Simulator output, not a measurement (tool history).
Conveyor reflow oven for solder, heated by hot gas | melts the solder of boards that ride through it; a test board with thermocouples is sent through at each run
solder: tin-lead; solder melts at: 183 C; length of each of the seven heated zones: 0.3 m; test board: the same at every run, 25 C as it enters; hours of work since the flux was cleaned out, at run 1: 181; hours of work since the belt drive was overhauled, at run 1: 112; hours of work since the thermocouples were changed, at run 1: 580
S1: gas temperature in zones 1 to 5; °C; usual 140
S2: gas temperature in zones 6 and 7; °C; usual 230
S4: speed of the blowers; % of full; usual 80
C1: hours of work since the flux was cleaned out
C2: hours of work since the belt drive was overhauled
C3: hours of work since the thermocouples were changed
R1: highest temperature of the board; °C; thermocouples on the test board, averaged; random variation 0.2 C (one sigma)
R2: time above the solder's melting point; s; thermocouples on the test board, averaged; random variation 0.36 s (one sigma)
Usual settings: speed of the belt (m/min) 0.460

{"run": 1, "day": 0.0, "S1": 140, "S2": 230, "speed of the belt (m/min)": 0.46, "S4": 80, "C1": 181, "C2": 112, "C3": 580, "R1": 218.7, "R2": 62.0}
{"run": 2, "day": 2.283, "S1": 140, "S2": 230, "speed of the belt (m/min)": 0.46, "S4": 80, "C1": 220, "C2": 152, "C3": 619, "R1": 219.4, "R2": 61.1}
{"day": 5.538, "done": "flux residue cleaned out of gas plates and filters"}
{"run": 3, "day": 6.158, "S1": 140, "S2": 230, "speed of the belt (m/min)": 0.499, "S4": 80, "C1": 11, "C2": 216, "C3": 683, "R1": 218.3, "R2": 56.2}
{"run": 4, "day": 8.808, "S1": 140, "S2": 230, "speed of the belt (m/min)": 0.499, "S4": 80, "C1": 57, "C2": 262, "C3": 729, "R1": 217.9, "R2": 56.6}
{"run": 5, "day": 11.3, "S1": 140, "S2": 230, "speed of the belt (m/min)": 0.499, "S4": 80, "C1": 100, "C2": 306, "C3": 773, "R1": 217.5, "R2": 56.3}
{"day": 11.946, "done": "thermocouples of zones 6 and 7 changed"}
{"run": 6, "day": 15.392, "S1": 140, "S2": 230, "speed of the belt (m/min)": 0.499, "S4": 80, "C1": 170, "C2": 375, "C3": 60, "R1": 216.6, "R2": 55.2}
{"run": 7, "day": 19.438, "S1": 140, "S2": 230, "speed of the belt (m/min)": 0.499, "S4": 80, "C1": 241, "C2": 446, "C3": 130, "R1": 216.5, "R2": 54.9}
{"day": 21.596, "done": "flux residue cleaned out of gas plates and filters"}
{"run": 8, "day": 22.788, "S1": 140, "S2": 230, "speed of the belt (m/min)": 0.499, "S4": 80, "C1": 21, "C2": 500, "C3": 185, "R1": 217.8, "R2": 56.2}
{"run": 9, "day": 26.883, "S1": 140, "S2": 230, "speed of the belt (m/min)": 0.476, "S4": 80, "C1": 92, "C2": 572, "C3": 256, "R1": 218.8, "R2": 60.1}
{"run": 10, "day": 30.475, "S1": 140, "S2": 230, "speed of the belt (m/min)": 0.476, "S4": 80, "C1": 155, "C2": 634, "C3": 319, "R1": 217.9, "R2": 59.6}
{"run": 11, "day": 34.142, "S1": 140, "S2": 230, "speed of the belt (m/min)": 0.46, "S4": 57, "C1": 218, "C2": 698, "C3": 383, "R1": 213.2, "R2": 56.3}
{"day": 37.633, "done": "flux residue cleaned out of gas plates and filters"}
{"run": 12, "day": 37.633, "S1": 140, "S2": 230, "speed of the belt (m/min)": 0.46, "S4": 80, "C1": 0, "C2": 755, "C3": 440, "R1": 220.2, "R2": 63.6}
{"run": 13, "day": 40.104, "S1": 140, "S2": 230, "speed of the belt (m/min)": 0.46, "S4": 80, "C1": 43, "C2": 798, "C3": 483, "R1": 220.4, "R2": 63.3}
{"day": 40.533, "done": "belt drive overhauled, speed set with a stopwatch"}
{"run": 14, "day": 43.708, "S1": 140, "S2": 242, "speed of the belt (m/min)": 0.45, "S4": 63, "C1": 103, "C2": 55, "C3": 543, "R1": 227.4, "R2": 69.2}
{"run": 15, "day": 47.079, "S1": 125, "S2": 242, "speed of the belt (m/min)": 0.38, "S4": 62, "C1": 162, "C2": 114, "C3": 601, "R1": 229.9, "R2": 79.3}
{"run": 16, "day": 49.567, "S1": 125, "S2": 242, "speed of the belt (m/min)": 0.38, "S4": 62, "C1": 205, "C2": 157, "C3": 645, "R1": 229.4, "R2": 79.5}
{"run": 17, "day": 51.721, "S1": 149, "S2": 242, "speed of the belt (m/min)": 0.38, "S4": 52, "C1": 242, "C2": 195, "C3": 682, "R1": 229.6, "R2": 89.0}
{"day": 53.829, "done": "belt drive overhauled, speed set with a stopwatch, once more"}
{"day": 54.038, "done": "flux residue cleaned out of gas plates and filters"}
{"run": 18, "day": 55.842, "S1": 149, "S2": 242, "speed of the belt (m/min)": 0.38, "S4": 66, "C1": 31, "C2": 31, "C3": 748, "R1": 233.4, "R2": 89.4}
{"day": 57.688, "done": "thermocouples of zones 6 and 7 changed"}
{"run": 19, "day": 59.583, "S1": 149, "S2": 242, "speed of the belt (m/min)": 0.38, "S4": 66, "C1": 95, "C2": 95, "C3": 33, "R1": 232.5, "R2": 89.0}
{"run": 20, "day": 63.525, "S1": 140, "S2": 230, "speed of the belt (m/min)": 0.499, "S4": 59, "C1": 164, "C2": 164, "C3": 102, "R1": 210.6, "R2": 49.2}
{"run": 21, "day": 66.2, "S1": 140, "S2": 230, "speed of the belt (m/min)": 0.499, "S4": 59, "C1": 210, "C2": 210, "C3": 148, "R1": 210.5, "R2": 48.4}
{"run": 22, "day": 69.262, "S1": 140, "S2": 230, "speed of the belt (m/min)": 0.499, "S4": 59, "C1": 264, "C2": 264, "C3": 201, "R1": 209.7, "R2": 48.2}
{"day": 70.025, "done": "flux residue cleaned out of gas plates and filters"}
{"run": 23, "day": 72.425, "S1": 140, "S2": 223, "speed of the belt (m/min)": 0.457, "S4": 80, "C1": 42, "C2": 315, "C3": 253, "R1": 213.4, "R2": 58.6}
{"run": 24, "day": 75.221, "S1": 145, "S2": 229, "speed of the belt (m/min)": 0.448, "S4": 80, "C1": 90, "C2": 364, "C3": 302, "R1": 219.7, "R2": 66.7}

Forecast each of these 4 alternatives for the next run:
{"run": "A", "day": 77.979, "S1": 134, "S2": 229, "speed of the belt (m/min)": 0.448, "S4": 80, "C1": 138, "C2": 412, "C3": 350, "R1": "?", "R2": "?"}
{"run": "B", "day": 77.979, "S1": 140, "S2": 226, "speed of the belt (m/min)": 0.549, "S4": 56, "C1": 138, "C2": 412, "C3": 350, "R1": "?", "R2": "?"}
{"run": "C", "day": 77.979, "S1": 140, "S2": 237, "speed of the belt (m/min)": 0.435, "S4": 88, "C1": 138, "C2": 412, "C3": 350, "R1": "?", "R2": "?"}
{"run": "D", "day": 77.979, "S1": 125, "S2": 230, "speed of the belt (m/min)": 0.378, "S4": 80, "C1": 138, "C2": 412, "C3": 350, "R1": "?", "R2": "?"}

run=A R1=218.2 R2=61.9
run=B R1=203.3 R2=36.5
run=C R1=228.3 R2=71.6
run=D R1=222.2 R2=74.5
Without the tool's hidden state the same runs would have given:
run=A R1=218.3 R2=61.7
run=B R1=203.4 R2=36.4
run=C R1=228.4 R2=71.2
run=D R1=222.2 R2=74.2

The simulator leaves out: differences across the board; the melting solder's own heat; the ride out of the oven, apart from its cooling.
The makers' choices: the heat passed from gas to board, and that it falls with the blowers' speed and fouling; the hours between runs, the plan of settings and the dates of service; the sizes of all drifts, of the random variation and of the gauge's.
